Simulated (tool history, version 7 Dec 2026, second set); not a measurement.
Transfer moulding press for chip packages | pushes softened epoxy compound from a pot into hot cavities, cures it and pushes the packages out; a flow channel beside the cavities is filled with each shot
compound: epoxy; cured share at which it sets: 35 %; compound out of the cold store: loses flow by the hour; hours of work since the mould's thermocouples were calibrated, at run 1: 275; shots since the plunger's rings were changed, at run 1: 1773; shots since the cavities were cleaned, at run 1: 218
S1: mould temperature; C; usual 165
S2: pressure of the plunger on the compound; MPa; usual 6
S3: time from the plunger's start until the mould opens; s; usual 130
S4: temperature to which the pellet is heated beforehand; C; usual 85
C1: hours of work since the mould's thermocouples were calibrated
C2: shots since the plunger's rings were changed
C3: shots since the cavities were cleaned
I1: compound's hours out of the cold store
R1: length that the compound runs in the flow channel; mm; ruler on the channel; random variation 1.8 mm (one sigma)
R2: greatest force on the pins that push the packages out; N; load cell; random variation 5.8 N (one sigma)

run	hour	S1	S2	S3	S4	C1	C2	C3	I1	R1	R2
1	0	165	6	130	85	275	1773	218	14.3	744	332
2	10.3	165	6	130	88	281	1860	305	43.7	674	349
3	19.1	165	6	130	88	286	1936	381	25	720	377
4	34.1	165	6	130	88	295	2064	509	25.2	718	408
5	55	165	6	130	91	307	2242	687	47.6	666	387
6	70.5	165	6	154	91	315	2375	820	14.6	737	395
7	87.9	164	6	130	85	325	2523	968	46.4	672	433
# hour 91.3: cavities cleaned with cleaning compound and waxed
8	99.9	164	6	130	85	331	2613	74	14.9	746	256
9	112.3	164	6	130	85	338	2719	180	24.4	721	312
# hour 134.8: plunger's sealing rings changed
10	135.5	171	6	130	86	350	7	357	33.2	681	325
11	149.6	161	6	130	85	358	127	477	29.9	738	445
12	163.5	164	6.83	130	85	366	246	596	20.7	793	406
13	175.1	165	6	119	94	373	344	694	9.9	762	461
14	187.1	165	5.83	151	77	380	447	797	34	694	391

Forecast each of these 3 alternatives for the next run:
A	206.6	165	5.83	134	92	391	613	963	27.6	?	?
B	206.6	157	5.21	130	85	391	613	963	21	?	?
C	206.6	171	5.71	130	86	391	613	963	46.7	?	?

run	R1	R2
A	709	421
B	728	703
C	633	391
Without the tool's hidden state the same runs would have given:
run	R1	R2
A	718	201
B	738	353
C	640	182
